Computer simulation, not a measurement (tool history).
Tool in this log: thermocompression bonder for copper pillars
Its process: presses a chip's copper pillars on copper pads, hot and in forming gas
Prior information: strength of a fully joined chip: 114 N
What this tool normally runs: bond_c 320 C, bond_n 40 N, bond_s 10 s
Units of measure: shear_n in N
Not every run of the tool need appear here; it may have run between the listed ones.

run    day  bond_c  bond_n  bond_s  shear_n
  1  0.000     320      40      10     68.5
  2  0.392     320      40      10     68.7
  3  0.804     320      40      10     69.9
  4  1.096     320      40      10     70.2
  5  1.375     320      40      10     70.0
  6  1.592     320      40      10     68.8
  7  1.967     326      37      15     78.9
  8  2.300     326      37      15     77.7
  9  2.562     326      28       8     51.9
 10  2.958     347      51       8     95.2
 11  3.346     311      25       9     39.1

Not shown here: 1 entry made in the log between runs. Locate each between two listed runs and compare the hidden state at the listed run before it with the hidden state at the listed run after it:
Between runs 1 and 2: forming gas filter changed (day 0.375)
  oxide that the forming gas leaves, % of the face: 0.75 -> 0.5

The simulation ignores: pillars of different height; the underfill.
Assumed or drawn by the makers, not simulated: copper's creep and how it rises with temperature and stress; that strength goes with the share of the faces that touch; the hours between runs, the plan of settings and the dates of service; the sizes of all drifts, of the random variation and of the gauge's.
